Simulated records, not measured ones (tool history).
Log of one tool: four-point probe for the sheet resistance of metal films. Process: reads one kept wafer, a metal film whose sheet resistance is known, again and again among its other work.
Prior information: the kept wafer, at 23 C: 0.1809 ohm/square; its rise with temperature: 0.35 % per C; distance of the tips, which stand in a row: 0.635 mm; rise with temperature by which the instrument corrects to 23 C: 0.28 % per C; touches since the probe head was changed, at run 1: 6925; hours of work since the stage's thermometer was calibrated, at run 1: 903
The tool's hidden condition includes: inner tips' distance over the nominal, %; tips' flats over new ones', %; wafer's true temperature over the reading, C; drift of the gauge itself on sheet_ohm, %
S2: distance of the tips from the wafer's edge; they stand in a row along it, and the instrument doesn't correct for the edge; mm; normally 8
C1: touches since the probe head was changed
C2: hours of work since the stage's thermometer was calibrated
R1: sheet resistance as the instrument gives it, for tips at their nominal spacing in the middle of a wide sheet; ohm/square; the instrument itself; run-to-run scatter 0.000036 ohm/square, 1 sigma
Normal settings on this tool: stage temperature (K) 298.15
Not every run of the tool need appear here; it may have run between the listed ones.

{"run": 1, "hour": 0.0, "stage temperature (K)": 298.15, "S2": 8, "C1": 6925, "C2": 903, "R1": 0.182928}
{"run": 2, "hour": 27.5, "stage temperature (K)": 298.15, "S2": 8, "C1": 8014, "C2": 920, "R1": 0.182955}
{"run": 3, "hour": 58.2, "stage temperature (K)": 306.15, "S2": 8, "C1": 9231, "C2": 939, "R1": 0.183824}
{"run": 4, "hour": 88.9, "stage temperature (K)": 306.15, "S2": 8, "C1": 10443, "C2": 958, "R1": 0.183952}
{"run": 5, "hour": 116.2, "stage temperature (K)": 306.15, "S2": 8, "C1": 11525, "C2": 975, "R1": 0.183905}
{"run": 6, "hour": 138.4, "stage temperature (K)": 301.15, "S2": 8, "C1": 12406, "C2": 989, "R1": 0.183449}
{"run": 7, "hour": 161.6, "stage temperature (K)": 301.15, "S2": 8, "C1": 13324, "C2": 1003, "R1": 0.183444}
{"run": 8, "hour": 184.3, "stage temperature (K)": 298.15, "S2": 8, "C1": 14220, "C2": 1017, "R1": 0.183055}
{"run": 9, "hour": 203.8, "stage temperature (K)": 298.15, "S2": 8, "C1": 14995, "C2": 1029, "R1": 0.183157}
{"run": 10, "hour": 242.0, "stage temperature (K)": 298.15, "S2": 8, "C1": 16507, "C2": 1053, "R1": 0.18312}
{"run": 11, "hour": 261.9, "stage temperature (K)": 298.15, "S2": 8, "C1": 17296, "C2": 1065, "R1": 0.183101}
{"run": 12, "hour": 301.0, "stage temperature (K)": 294.15, "S2": 8, "C1": 18844, "C2": 1090, "R1": 0.182681}

Run 13, settings as shown, results not yet in. Your forecast:
{"run": 13, "hour": 340.2, "stage temperature (K)": 300.15, "S2": 5, "C1": 20397, "C2": 1114, "R1": "?"}

R1: 0.184377 ohm/square
With no hidden state in the tool, this same run would have given R1 0.182942 ohm/square.
